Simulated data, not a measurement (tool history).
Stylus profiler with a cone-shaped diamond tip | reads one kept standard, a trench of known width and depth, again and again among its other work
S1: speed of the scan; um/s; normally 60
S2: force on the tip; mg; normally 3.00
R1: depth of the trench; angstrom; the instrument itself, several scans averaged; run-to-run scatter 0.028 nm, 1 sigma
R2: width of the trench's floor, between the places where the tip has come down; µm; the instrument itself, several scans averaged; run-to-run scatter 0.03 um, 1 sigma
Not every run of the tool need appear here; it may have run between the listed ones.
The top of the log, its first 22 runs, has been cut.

run	hour	S1	S2	R1	R2
23	478.9	115	3.00	2027.8	17.20
24	503.4	21	1.69	2018.3	17.52
25	521.4	216	5.95	2045.6	16.99
26	546.7	225	1.06	2012.1	16.18
27	564.1	225	1.06	2012.2	16.21
28	585.6	182	1.56	2017.3	16.68
29	609.7	28	2.87	2027.0	17.49
30	641.7	52	3.60	2031.6	17.40
31	666.3	52	3.60	2031.4	17.40
32	688.4	174	3.60	2031.8	16.96
33	708.3	19	1.23	2013.3	17.45
34	734.3	80	2.80	2026.0	17.23
35	747.5	113	2.49	2024.4	17.13
36	767.8	55	2.32	2022.7	17.35
37	783.3	55	5.64	2044.0	17.37
38	810.4	55	5.64	2043.8	17.38
39	840.2	55	5.64	2043.0	17.32
40	858.8	55	5.64	2043.4	17.34

What if the next run were any one of these 5? Each begins from the tool's condition after run 40:
A	873.5	40	1.00	?	?
B	873.5	62	5.64	?	?
C	873.5	15	5.64	?	?
D	873.5	124	8.95	?	?
E	873.5	207	7.66	?	?

run	R1	R2
A	2010.9	17.26
B	2043.7	17.36
C	2043.2	17.44
D	2060.2	17.14
E	2053.6	17.00
Without the tool's hidden state the same runs would have given:
run	R1	R2
A	2014.3	17.80
B	2047.1	17.90
C	2046.7	17.98
D	2063.7	17.68
E	2057.0	17.54
